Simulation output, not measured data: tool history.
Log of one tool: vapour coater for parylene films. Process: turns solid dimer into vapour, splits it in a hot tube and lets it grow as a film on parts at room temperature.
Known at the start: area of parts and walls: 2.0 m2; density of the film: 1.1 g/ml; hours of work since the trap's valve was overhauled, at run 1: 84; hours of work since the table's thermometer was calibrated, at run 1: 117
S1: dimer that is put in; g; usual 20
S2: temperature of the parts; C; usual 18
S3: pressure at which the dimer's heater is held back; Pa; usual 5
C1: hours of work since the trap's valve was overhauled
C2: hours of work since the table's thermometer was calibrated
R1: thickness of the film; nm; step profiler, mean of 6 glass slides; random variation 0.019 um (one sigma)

{"run": 1, "hour": 0.0, "S1": 20, "S2": 18, "S3": 5, "C1": 84, "C2": 117, "R1": 5130}
{"run": 2, "hour": 16.2, "S1": 20, "S2": 18, "S3": 4.21, "C1": 97, "C2": 131, "R1": 5260}
{"run": 3, "hour": 38.4, "S1": 20, "S2": 18, "S3": 4.21, "C1": 116, "C2": 149, "R1": 5320}
{"run": 4, "hour": 59.2, "S1": 20, "S2": 18, "S3": 4.21, "C1": 134, "C2": 167, "R1": 5300}
{"run": 5, "hour": 70.7, "S1": 20, "S2": 18, "S3": 4.21, "C1": 143, "C2": 176, "R1": 5350}
{"run": 6, "hour": 89.5, "S1": 20, "S2": 18, "S3": 5, "C1": 159, "C2": 192, "R1": 5210}
{"run": 7, "hour": 101.8, "S1": 20, "S2": 18, "S3": 5, "C1": 169, "C2": 202, "R1": 5200}
{"run": 8, "hour": 113.1, "S1": 20, "S2": 18, "S3": 5, "C1": 179, "C2": 212, "R1": 5180}
{"run": 9, "hour": 134.9, "S1": 20, "S2": 18, "S3": 5, "C1": 197, "C2": 230, "R1": 5190}
{"run": 10, "hour": 154.3, "S1": 20, "S2": 15, "S3": 5, "C1": 213, "C2": 246, "R1": 5950}
{"run": 11, "hour": 176.7, "S1": 21, "S2": 11, "S3": 2.12, "C1": 232, "C2": 265, "R1": 8890}
{"run": 12, "hour": 195.7, "S1": 21, "S2": 11, "S3": 7.63, "C1": 248, "C2": 281, "R1": 6910}
{"hour": 213.6, "done": "gauge calibrated"}
{"run": 13, "hour": 216.9, "S1": 16, "S2": 11, "S3": 2.36, "C1": 266, "C2": 299, "R1": 6500}
{"run": 14, "hour": 227.4, "S1": 13, "S2": 18, "S3": 3.53, "C1": 275, "C2": 308, "R1": 3580}
{"run": 15, "hour": 251.3, "S1": 13, "S2": 18, "S3": 3.53, "C1": 295, "C2": 328, "R1": 3580}
{"run": 16, "hour": 268.5, "S1": 20, "S2": 15, "S3": 2.99, "C1": 309, "C2": 342, "R1": 6510}
{"run": 17, "hour": 291.2, "S1": 32, "S2": 18, "S3": 11.1, "C1": 328, "C2": 361, "R1": 7070}
{"run": 18, "hour": 309.1, "S1": 36, "S2": 12, "S3": 10.16, "C1": 343, "C2": 376, "R1": 10620}
{"run": 19, "hour": 322.8, "S1": 36, "S2": 12, "S3": 10.16, "C1": 355, "C2": 388, "R1": 10600}
{"run": 20, "hour": 334.8, "S1": 36, "S2": 12, "S3": 10.16, "C1": 365, "C2": 398, "R1": 10620}

Forecast each of these 3 alternatives for the next run:
{"run": "A", "hour": 354.0, "S1": 28, "S2": 28, "S3": 3.11, "C1": 381, "C2": 414, "R1": "?"}
{"run": "B", "hour": 354.0, "S1": 36, "S2": 27, "S3": 10.16, "C1": 381, "C2": 414, "R1": "?"}
{"run": "C", "hour": 354.0, "S1": 23, "S2": 12, "S3": 10.16, "C1": 381, "C2": 414, "R1": "?"}

run=A R1=5140
run=B R1=5460
run=C R1=6780
Without the tool's hidden state the same runs would have given:
run=A R1=5090
run=B R1=5400
run=C R1=6700

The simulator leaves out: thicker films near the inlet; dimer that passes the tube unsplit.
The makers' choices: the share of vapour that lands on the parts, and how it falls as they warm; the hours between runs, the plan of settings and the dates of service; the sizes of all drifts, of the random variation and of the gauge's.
